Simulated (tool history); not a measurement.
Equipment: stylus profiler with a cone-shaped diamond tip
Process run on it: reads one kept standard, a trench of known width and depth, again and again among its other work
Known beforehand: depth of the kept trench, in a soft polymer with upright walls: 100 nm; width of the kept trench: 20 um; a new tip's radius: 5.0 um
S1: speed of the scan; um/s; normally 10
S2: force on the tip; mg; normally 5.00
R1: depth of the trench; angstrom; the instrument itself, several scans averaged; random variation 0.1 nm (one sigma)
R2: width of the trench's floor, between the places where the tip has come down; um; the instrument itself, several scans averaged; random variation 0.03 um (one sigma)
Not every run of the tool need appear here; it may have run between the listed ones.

Run 1, hour 0.0: usual settings. Result: R1 1024.5 angstrom, R2 17.96 um.
Run 2, hour 71.0: usual settings but S2 6.88 mg. Result: R1 1031.9 angstrom, R2 18.03 um.
Run 3, hour 186.1: usual settings but S1 5 um/s. Result: R1 1025.5 angstrom, R2 17.97 um.
Run 4, hour 236.0: usual settings but S1 5 um/s. Result: R1 1024.3 angstrom, R2 17.98 um.
Run 5, hour 300.7: usual settings but S1 5 um/s, S2 2.35 mg. Result: R1 1016.1 angstrom, R2 18.01 um.
Run 6, hour 358.9: usual settings. Result: R1 1024.8 angstrom, R2 17.98 um.
Run 7, hour 420.2: usual settings. Result: R1 1024.8 angstrom, R2 17.95 um.
Run 8, hour 520.8: usual settings but S1 15 um/s, S2 5.53 mg. Result: R1 1026.7 angstrom, R2 17.95 um.
Run 9, hour 612.5: usual settings but S1 9 um/s, S2 4.02 mg. Result: R1 1020.3 angstrom, R2 17.97 um.
Run 10, hour 708.5: usual settings but S1 9 um/s, S2 4.02 mg. Result: R1 1022.7 angstrom, R2 17.97 um.
Run 11, hour 810.0: usual settings but S1 34 um/s. Result: R1 1023.9 angstrom, R2 17.87 um.
Run 12, hour 901.8: usual settings but S1 31 um/s, S2 2.34 mg. Result: R1 1013.1 angstrom, R2 17.89 um.

Not shown: 1 entry that the log had between the listed runs. Between which runs, and how does the tool's hidden state differ before and after?
After run 2, before run 3: height scale calibrated on a step standard (hour 78.3)
  height scale over the true one, %: 0.021 -> 0

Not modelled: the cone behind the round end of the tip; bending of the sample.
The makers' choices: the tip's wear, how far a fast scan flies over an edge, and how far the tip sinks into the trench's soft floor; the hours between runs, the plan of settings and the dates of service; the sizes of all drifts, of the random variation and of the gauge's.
